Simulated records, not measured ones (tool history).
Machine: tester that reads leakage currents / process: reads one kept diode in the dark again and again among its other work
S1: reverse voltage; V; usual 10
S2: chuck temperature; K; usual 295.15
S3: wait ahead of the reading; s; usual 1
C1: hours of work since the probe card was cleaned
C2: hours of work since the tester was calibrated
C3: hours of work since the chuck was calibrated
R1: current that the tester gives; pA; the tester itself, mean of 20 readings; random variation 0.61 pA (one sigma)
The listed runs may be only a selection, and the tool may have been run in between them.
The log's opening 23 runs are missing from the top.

| run | hour | S1 | S2 | S3 | C1 | C2 | C3 | R1 |
|---|---|---|---|---|---|---|---|---|
| 24 | 835.6 | 5 | 295.15 | 0.81 | 1300 | 1124 | 804 | 145.36 |
| 25 | 871.2 | 7.1 | 311.15 | 1.09 | 1323 | 1147 | 827 | 611.22 |
| 26 | 897.3 | 7.1 | 311.15 | 1.09 | 1340 | 1164 | 844 | 610.5 |
| 27 | 929.6 | 4 | 297.15 | 0.31 | 1361 | 1185 | 865 | 155.93 |
| 28 | 978.5 | 4 | 309.15 | 2.97 | 1393 | 1217 | 897 | 400.21 |
| 29 | 1005.3 | 5.7 | 313.15 | 2.24 | 1410 | 1234 | 914 | 638.33 |
| 30 | 1035.8 | 5.7 | 313.15 | 2.24 | 1430 | 1254 | 934 | 641.45 |
| 31 | 1087.2 | 5.7 | 313.15 | 2.24 | 1463 | 1287 | 967 | 641.28 |
| 32 | 1126.6 | 5.7 | 313.15 | 2.24 | 1489 | 1313 | 993 | 639.14 |
| 33 | 1159.1 | 3.1 | 313.15 | 2.24 | 1510 | 1334 | 1014 | 480.86 |
| 34 | 1182.1 | 3.1 | 313.15 | 2.24 | 1525 | 1349 | 1029 | 480.48 |
| 35 | 1229.7 | 4.6 | 328.15 | 1 | 1556 | 1379 | 1059 | 1675.63 |
| 36 | 1275.3 | 3.5 | 328.15 | 0.4 | 1585 | 1409 | 1089 | 1473.82 |
| 37 | 1324.4 | 3.5 | 328.15 | 0.4 | 1617 | 1441 | 1121 | 1474.29 |
| 38 | 1356.7 | 3.5 | 328.15 | 0.4 | 1638 | 1462 | 1142 | 1476.91 |
| 39 | 1380.4 | 3.5 | 328.15 | 0.4 | 1653 | 1477 | 1157 | 1482.03 |
| 40 | 1405.6 | 8 | 295.15 | 3.08 | 1670 | 1493 | 1173 | 180.52 |

Below are 3 alternative next runs, each starting from the tool's condition after run 40. Predict each:
| A | 1428.9 | 12 | 295.15 | 1 | 1685 | 1508 | 1189 | ? |
| B | 1428.9 | 1.2 | 311.15 | 4 | 1685 | 1508 | 1189 | ? |
| C | 1428.9 | 2 | 315.15 | 0.8 | 1685 | 1508 | 1189 | ? |

| run | R1 |
|---|---|
| A | 220.86 |
| B | 264.61 |
| C | 453.55 |
What these runs would have given with no unlogged condition in the tool:
| run | R1 |
|---|---|
| A | 220.99 |
| B | 264.81 |
| C | 453.88 |
